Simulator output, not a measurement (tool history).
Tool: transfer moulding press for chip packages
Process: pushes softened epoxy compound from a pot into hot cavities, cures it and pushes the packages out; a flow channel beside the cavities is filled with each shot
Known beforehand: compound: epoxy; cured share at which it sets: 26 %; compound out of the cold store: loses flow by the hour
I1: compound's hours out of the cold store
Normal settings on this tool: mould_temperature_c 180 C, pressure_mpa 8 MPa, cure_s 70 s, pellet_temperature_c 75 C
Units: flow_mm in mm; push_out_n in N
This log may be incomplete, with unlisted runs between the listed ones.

run 1 hour=0 | mould_temperature_c=180 pressure_mpa=8 cure_s=70 pellet_temperature_c=75 | I1=21.7 | flow_mm=930 push_out_n=367
run 2 hour=17.8 | mould_temperature_c=180 pressure_mpa=7.02 cure_s=70 pellet_temperature_c=75 | I1=28.1 | flow_mm=837 push_out_n=405
run 3 hour=36.4 | mould_temperature_c=180 pressure_mpa=8 cure_s=70 pellet_temperature_c=75 | I1=38.4 | flow_mm=873 push_out_n=432
-- hour=55.2 cavities cleaned with cleaning compound and waxed
run 4 hour=65.1 | mould_temperature_c=180 pressure_mpa=8 cure_s=70 pellet_temperature_c=75 | I1=46.2 | flow_mm=859 push_out_n=370
run 5 hour=104.4 | mould_temperature_c=180 pressure_mpa=8 cure_s=54 pellet_temperature_c=75 | I1=29.6 | flow_mm=900 push_out_n=893
-- hour=113.3 cavities cleaned with cleaning compound and waxed
run 6 hour=133.6 | mould_temperature_c=180 pressure_mpa=8 cure_s=54 pellet_temperature_c=75 | I1=15.5 | flow_mm=929 push_out_n=814
run 7 hour=163.2 | mould_temperature_c=180 pressure_mpa=8 cure_s=54 pellet_temperature_c=75 | I1=20.8 | flow_mm=915 push_out_n=913
-- hour=171.6 cavities cleaned with cleaning compound and waxed
run 8 hour=204.3 | mould_temperature_c=180 pressure_mpa=8 cure_s=54 pellet_temperature_c=75 | I1=15 | flow_mm=940 push_out_n=889
run 9 hour=221.4 | mould_temperature_c=180 pressure_mpa=6.25 cure_s=70 pellet_temperature_c=75 | I1=26.8 | flow_mm=791 push_out_n=449
-- hour=231.3 cavities cleaned with cleaning compound and waxed
run 10 hour=249.8 | mould_temperature_c=180 pressure_mpa=6.25 cure_s=70 pellet_temperature_c=75 | I1=44.3 | flow_mm=762 push_out_n=405
run 11 hour=277.8 | mould_temperature_c=180 pressure_mpa=6.25 cure_s=70 pellet_temperature_c=75 | I1=33.1 | flow_mm=780 push_out_n=447
-- hour=289.3 cavities cleaned with cleaning compound and waxed
run 12 hour=302 | mould_temperature_c=180 pressure_mpa=8 cure_s=70 pellet_temperature_c=75 | I1=28.6 | flow_mm=892 push_out_n=406
run 13 hour=335.6 | mould_temperature_c=180 pressure_mpa=8 cure_s=70 pellet_temperature_c=75 | I1=27.9 | flow_mm=891 push_out_n=440
-- hour=348.1 cavities cleaned with cleaning compound and waxed
run 14 hour=362.8 | mould_temperature_c=175 pressure_mpa=8 cure_s=70 pellet_temperature_c=75 | I1=39.6 | flow_mm=877 push_out_n=592
run 15 hour=394.2 | mould_temperature_c=180 pressure_mpa=8.94 cure_s=82 pellet_temperature_c=75 | I1=33.5 | flow_mm=923 push_out_n=364
-- hour=406.3 cavities cleaned with cleaning compound and waxed
run 16 hour=418.5 | mould_temperature_c=180 pressure_mpa=8.94 cure_s=82 pellet_temperature_c=75 | I1=35.6 | flow_mm=918 push_out_n=319
run 17 hour=449.6 | mould_temperature_c=183 pressure_mpa=8.94 cure_s=82 pellet_temperature_c=75 | I1=8 | flow_mm=985 push_out_n=340
-- hour=465.1 cavities cleaned with cleaning compound and waxed
run 18 hour=483.5 | mould_temperature_c=180 pressure_mpa=8.94 cure_s=94 pellet_temperature_c=75 | I1=34.6 | flow_mm=917 push_out_n=295
run 19 hour=513.2 | mould_temperature_c=180 pressure_mpa=8.94 cure_s=94 pellet_temperature_c=75 | I1=11 | flow_mm=967 push_out_n=333
-- hour=523.4 cavities cleaned with cleaning compound and waxed
-- hour=537.5 plunger's sealing rings changed
run 20 hour=539 | mould_temperature_c=180 pressure_mpa=8.94 cure_s=94 pellet_temperature_c=75 | I1=24 | flow_mm=973 push_out_n=293
run 21 hour=568.2 | mould_temperature_c=176 pressure_mpa=8 cure_s=81 pellet_temperature_c=75 | I1=41.4 | flow_mm=893 push_out_n=429
-- hour=583.1 cavities cleaned with cleaning compound and waxed
run 22 hour=598.2 | mould_temperature_c=176 pressure_mpa=8 cure_s=81 pellet_temperature_c=75 | I1=33.6 | flow_mm=905 push_out_n=393
run 23 hour=624.8 | mould_temperature_c=179 pressure_mpa=8 cure_s=70 pellet_temperature_c=75 | I1=31.4 | flow_mm=893 push_out_n=480
-- hour=642.7 cavities cleaned with cleaning compound and waxed
run 24 hour=659.8 | mould_temperature_c=179 pressure_mpa=8 cure_s=70 pellet_temperature_c=75 | I1=36.5 | flow_mm=879 push_out_n=422
run 25 hour=697.2 | mould_temperature_c=180 pressure_mpa=8 cure_s=70 pellet_temperature_c=71 | I1=44.4 | flow_mm=857 push_out_n=475
-- hour=700.5 cavities cleaned with cleaning compound and waxed
run 26 hour=719.5 | mould_temperature_c=180 pressure_mpa=9.89 cure_s=70 pellet_temperature_c=75 | I1=19.1 | flow_mm=1029 push_out_n=435
-- hour=759.7 cavities cleaned with cleaning compound and waxed
run 27 hour=761.3 | mould_temperature_c=180 pressure_mpa=7.18 cure_s=70 pellet_temperature_c=84 | I1=38.5 | flow_mm=822 push_out_n=368

What would each run have given without the hidden state, its run-to-run variation left as it was?
Hidden conditions of the tool in this case: true mould temperature over the reading, C; pressure that reaches the compound, % of what is set; grip of the stained cavities, % over clean ones'; drift of the gauge itself on flow_mm, %; drift of the gauge itself on push_out_n, %.
run=1 flow_mm=935 push_out_n=363
run=2 flow_mm=842 push_out_n=362
run=3 flow_mm=878 push_out_n=355
run=4 flow_mm=865 push_out_n=342
run=5 flow_mm=910 push_out_n=710
run=6 flow_mm=940 push_out_n=723
run=7 flow_mm=928 push_out_n=722
run=8 flow_mm=954 push_out_n=736
run=9 flow_mm=804 push_out_n=350
run=10 flow_mm=776 push_out_n=357
run=11 flow_mm=796 push_out_n=355
run=12 flow_mm=911 push_out_n=364
run=13 flow_mm=912 push_out_n=346
run=14 flow_mm=899 push_out_n=514
run=15 flow_mm=948 push_out_n=284
run=16 flow_mm=944 push_out_n=290
run=17 flow_mm=1015 push_out_n=274
run=18 flow_mm=946 push_out_n=262
run=19 flow_mm=999 push_out_n=264
run=20 flow_mm=973 push_out_n=266
run=21 flow_mm=894 push_out_n=341
run=22 flow_mm=908 push_out_n=348
run=23 flow_mm=897 push_out_n=378
run=24 flow_mm=885 push_out_n=372
run=25 flow_mm=865 push_out_n=363
run=26 flow_mm=1039 push_out_n=376
run=27 flow_mm=832 push_out_n=350

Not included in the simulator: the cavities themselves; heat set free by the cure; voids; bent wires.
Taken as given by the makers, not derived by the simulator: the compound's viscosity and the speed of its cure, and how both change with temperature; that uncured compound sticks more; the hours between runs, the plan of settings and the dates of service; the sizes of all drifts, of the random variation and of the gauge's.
